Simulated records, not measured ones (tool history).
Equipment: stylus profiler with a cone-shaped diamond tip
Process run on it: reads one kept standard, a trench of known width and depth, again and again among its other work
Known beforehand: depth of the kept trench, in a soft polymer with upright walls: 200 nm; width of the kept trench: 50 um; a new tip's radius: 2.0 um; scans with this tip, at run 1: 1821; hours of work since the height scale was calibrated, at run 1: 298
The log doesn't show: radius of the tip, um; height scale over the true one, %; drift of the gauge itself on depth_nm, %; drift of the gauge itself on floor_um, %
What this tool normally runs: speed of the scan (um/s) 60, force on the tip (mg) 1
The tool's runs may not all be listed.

run	hour	speed of the scan (um/s)	force on the tip (mg)	scans with this tip	hours of work since the height scale was calibrated	depth of the trench (Å)	width of the trench's floor (nm)
1	0	60	1	1821	298	2010.3	47850
2	14.9	30	1	1881	308	2010.1	48050
3	22.5	53	1	1912	313	2010.1	47870
4	31.3	60	1	1947	319	2009.5	47850
5	46.1	60	1	2007	329	2010	47920
6	59.9	60	1	2062	338	2008.5	47870
7	73.8	47	1	2118	347	2009.1	47930
8	82.3	27	1	2152	353	2009.7	48020

The next listed run, before its measurement:
9	97.2	27	1	2213	362	?	?

Run 9 yielded depth of the trench (Å) 2009.4, width of the trench's floor (nm) 48010.
On a tool with no hidden condition, and with the same random variation, this run would have come out at depth of the trench (Å) 2011.4, width of the trench's floor (nm) 48110.
